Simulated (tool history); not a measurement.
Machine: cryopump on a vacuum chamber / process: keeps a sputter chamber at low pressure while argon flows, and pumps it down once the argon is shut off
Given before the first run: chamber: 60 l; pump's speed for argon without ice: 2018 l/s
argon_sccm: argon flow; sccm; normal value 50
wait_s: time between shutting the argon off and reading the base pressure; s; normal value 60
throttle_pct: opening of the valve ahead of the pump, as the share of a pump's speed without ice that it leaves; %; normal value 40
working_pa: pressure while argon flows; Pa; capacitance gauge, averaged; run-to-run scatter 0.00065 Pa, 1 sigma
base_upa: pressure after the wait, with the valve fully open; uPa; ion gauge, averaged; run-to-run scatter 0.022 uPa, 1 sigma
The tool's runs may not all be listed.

run,hour,argon_sccm,wait_s,throttle_pct,working_pa,base_upa
1,0.0,50,60,40,0.1064,1.00
2,24.8,50,60,40,0.1063,1.06
3,42.1,50,60,40,0.1064,1.05
4,68.2,50,60,40,0.1072,1.08
5,88.1,52,60,40,0.1118,1.04
6,102.4,50,158,40,0.1073,0.75
7,128.2,50,158,40,0.1070,0.81
8,153.6,50,158,40,0.1080,0.82
9,174.9,50,60,40,0.1081,1.06
10,195.6,50,31,40,0.1080,1.51
11,219.5,50,31,40,0.1082,1.56
12,239.8,50,31,40,0.1085,1.59
13,257.5,81,291,40,0.1762,0.78
14,285.0,50,101,44,0.0997,0.94
15,306.8,50,101,44,0.0994,0.99
16,333.3,50,101,44,0.0992,0.94
17,357.1,50,24,15,0.2845,1.92
18,368.4,50,24,15,0.2873,1.84
19,395.1,54,159,17,0.2741,0.84
20,418.3,50,119,51,0.0884,0.97
21,439.3,21,167,21,0.0875,0.91
22,458.5,21,167,21,0.0858,0.94
23,471.6,37,60,21,0.1519,1.20

5 ways to go on from here, each from the tool as it stands after run 23. What would each give?
A,498.1,50,59,40,?,?
B,498.1,28,60,40,?,?
C,498.1,50,162,40,?,?
D,498.1,94,57,21,?,?
E,498.1,68,36,57,?,?

run,working_pa,base_upa
A,0.1113,1.26
B,0.0622,1.24
C,0.1111,0.92
D,0.3873,1.29
E,0.1091,1.60
Stripped of hidden state, with their random variation kept, the same runs would have yielded:
run,working_pa,base_upa
A,0.1047,0.65
B,0.0585,0.64
C,0.1045,0.31
D,0.3748,0.68
E,0.1000,0.99
